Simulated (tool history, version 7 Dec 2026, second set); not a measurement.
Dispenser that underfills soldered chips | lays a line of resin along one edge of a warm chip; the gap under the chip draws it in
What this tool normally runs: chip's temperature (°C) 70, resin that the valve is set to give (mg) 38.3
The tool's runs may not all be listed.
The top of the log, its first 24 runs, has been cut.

| run | hour | chip's temperature (°C) | resin that the valve is set to give (mg) | hours of work since the syringe was changed | hours of work since the valve was cleaned | hours of work since the stage was calibrated | time until the resin shows at the far edge (s) | resin that the valve gave (mg) |
|---|---|---|---|---|---|---|---|---|
|  | 228.8 | new syringe of resin |
| 25 | 232.1 | 69 | 41.7 | 2 | 117 | 419 | 260.6 | 39.88 |
| 26 | 241.4 | 67 | 43.3 | 8 | 123 | 424 | 402.9 | 41.32 |
|  | 247.6 | new syringe of resin |
| 27 | 252.8 | 67 | 43.3 | 3 | 130 | 431 | 302.4 | 41.17 |
|  | 258.0 | dispensing valve cleaned and set on the balance |
| 28 | 262.9 | 60 | 35.1 | 9 | 3 | 437 | 618.6 | 34.89 |
|  | 267.1 | new syringe of resin |
| 29 | 270.8 | 65 | 45.0 | 2 | 8 | 442 | 303.7 | 44.87 |
| 30 | 280.9 | 69 | 43.0 | 9 | 14 | 448 | 380.0 | 42.47 |
|  | 286.4 | new syringe of resin |
| 31 | 288.3 | 62 | 33.3 | 1 | 19 | 453 | 340.0 | 32.86 |
| 32 | 300.4 | 62 | 33.3 | 9 | 26 | 460 | 549.6 | 32.83 |
|  | 305.5 | new syringe of resin |
| 33 | 307.5 | 55 | 41.1 | 1 | 31 | 465 | 461.0 | 40.35 |
| 34 | 318.0 | 60 | 33.6 | 8 | 37 | 471 | 580.5 | 33.04 |

For run 35, what comes out?
|  | 324.1 | new syringe of resin |
| 35 | 330.7 | 60 | 33.6 | 4 | 45 | 479 | ? | ? |

{"run 35": {"time until the resin shows at the far edge (s)": 460.2, "resin that the valve gave (mg)": 32.99}}
With the hidden condition absent and the run-to-run variation left alone, this run would have shown time until the resin shows at the far edge (s) 399.8, resin that the valve gave (mg) 33.68.

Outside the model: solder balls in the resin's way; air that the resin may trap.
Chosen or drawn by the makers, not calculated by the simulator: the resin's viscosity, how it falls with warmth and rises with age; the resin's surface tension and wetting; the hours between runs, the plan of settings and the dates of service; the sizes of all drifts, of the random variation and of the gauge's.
